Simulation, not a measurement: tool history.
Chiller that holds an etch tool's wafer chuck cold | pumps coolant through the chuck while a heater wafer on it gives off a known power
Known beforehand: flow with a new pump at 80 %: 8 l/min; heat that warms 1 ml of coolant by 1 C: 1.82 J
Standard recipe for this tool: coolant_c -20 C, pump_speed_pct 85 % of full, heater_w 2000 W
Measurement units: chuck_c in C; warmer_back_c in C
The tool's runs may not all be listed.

run,hour,coolant_c,pump_speed_pct,heater_w,chuck_c,warmer_back_c
1,0,-20,85,2000,-1,8.12
2,64.5,-20,85,2000,-1.2,8.11
3,189.8,-20,85,2000,-1.1,8.05
4,290.4,-20,85,2000,-1.1,8.03
5,367.5,-20,85,2000,-0.9,7.99
6,495.5,-20,85,2000,-1.1,8.06
# hour 511.7: coolant pump overhauled
7,568,-20,85,2000,-0.4,8.33
8,692.6,-20,85,2000,-0.5,8.32
9,835.5,-22,78,1724,-4,7.9
10,902.3,-14,69,1724,6,9.04
# hour 975.2: coolant pump overhauled, once more
11,1015.2,-17,67,1007,-5.7,5.02
12,1085.3,-26,70,2000,-4.1,9.63
13,1180.2,-20,78,2960,9.8,12.6
14,1243.2,-20,78,2960,9.8,12.69
15,1342.6,-11,81,1558,4.1,6.36

Predict each of these 4 candidate next runs independently; none follows another, all start after run 15:
A,1426,-27,85,1411,?,?
B,1426,-11,75,1143,?,?
C,1426,-18,72,1198,?,?
D,1426,-11,97,1920,?,?

run,chuck_c,warmer_back_c
A,-13.8,5.41
B,0.8,5.15
C,-5.3,5.61
D,5.3,6.46
Stripped of hidden state, with their random variation kept, the same runs would have yielded:
run,chuck_c,warmer_back_c
A,-14.7,5.37
B,0,5.11
C,-6.1,5.57
D,4.1,6.42
